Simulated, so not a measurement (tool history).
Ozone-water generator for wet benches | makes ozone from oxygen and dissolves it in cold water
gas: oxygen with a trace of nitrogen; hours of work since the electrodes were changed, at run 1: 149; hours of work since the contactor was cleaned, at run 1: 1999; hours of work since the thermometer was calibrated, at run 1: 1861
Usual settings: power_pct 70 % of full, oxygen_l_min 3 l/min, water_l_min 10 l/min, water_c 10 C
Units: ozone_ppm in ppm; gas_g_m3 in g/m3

run	day	power_pct	oxygen_l_min	water_l_min	water_c	hours of work since the electrodes were changed	hours of work since the contactor was cleaned	hours of work since the thermometer was calibrated	ozone_ppm	gas_g_m3
1	0	70	3	10	10	149	1999	1861	22.8	156.8
2	1.471	70	3	10	10	180	2030	1892	23.1	156
3	2.921	70	3	10	16	210	2061	1923	21	156.1
4	4.192	70	3	10	16	237	2087	1949	20.8	157.3
5	5.671	70	3	10	10	268	2118	1980	22.5	155.6
6	7.425	70	3	10	10	305	2155	2017	22.9	155.4
7	9.017	70	4.75	10	10	338	2188	2050	21.8	118.7
8	10.625	70	4.75	10	10	372	2222	2084	21.7	118.6
9	11.558	70	3	10	10	391	2242	2104	23.1	158
10	13.079	70	3	10	10	423	2274	2136	22.3	157.3
11	14.817	70	3	10	10	460	2310	2172	22.8	158.6
12	16.571	70	3	9	10	497	2347	2209	24.3	159.1
13	18.192	70	3	9	10	530	2381	2243	24.4	160
14	20.288	70	3	9	10	574	2425	2287	24.4	157.8
15	21.579	70	3	9	10	601	2452	2314	24.7	157.2
16	23.546	70	3	10	10	643	2493	2355	22.7	157.7
17	24.717	64	3	10	11	667	2517	2379	21.2	148.3
18	25.633	64	1.5	16	11	686	2537	2399	13	228.6
19	26.917	54	5.34	14	15	713	2564	2426	13.1	92.2
20	28.296	54	5.34	14	15	742	2592	2454	13.1	92.8
21	29.296	70	4.51	15	10	763	2613	2475	16.4	122.6
22	30.596	43	1.83	12	7	790	2641	2503	13.9	151.4
23	31.817	91	2.9	10	10	816	2666	2528	27.7	196.2
24	33.179	91	2.9	10	10	845	2695	2557	27.9	198.2
25	34.067	40	3.1	16	12	863	2713	2575	10	102.9
# day 35.479: water thermometer calibrated
26	36.038	52	2.78	14	10	904	2754	12	13.9	133.9
27	38.062	47	2.78	6	10	946	2797	54	23.9	125.5
28	39.679	41	1.79	6	6	980	2831	88	23.6	149.5
29	40.638	41	1.79	6	6	1000	2851	108	23.8	149.4
# day 40.829: gauge calibrated
30	41.738	41	1.79	6	6	1023	2874	131	23.7	145.8
31	42.796	41	1.79	6	6	1046	2896	153	23.5	146.8
32	44.183	41	1.79	6	6	1075	2925	182	24	145.3

How the hidden state differs across the entries between the runs, from the last listed run before each to the first after it:
Between runs 25 and 26: water thermometer calibrated (day 35.479)
  drift of the gauge itself on gas_g_m3, %: 2.5 -> 2.64
  measured less the result without the state, gas_g_m3: +2.5 -> +3.4 g/m3
Between runs 29 and 30: gauge calibrated (day 40.829)
  drift of the gauge itself on gas_g_m3, %: 2.98 -> 0.07
  measured less the result without the state, gas_g_m3: +4.3 -> +0.1 g/m3

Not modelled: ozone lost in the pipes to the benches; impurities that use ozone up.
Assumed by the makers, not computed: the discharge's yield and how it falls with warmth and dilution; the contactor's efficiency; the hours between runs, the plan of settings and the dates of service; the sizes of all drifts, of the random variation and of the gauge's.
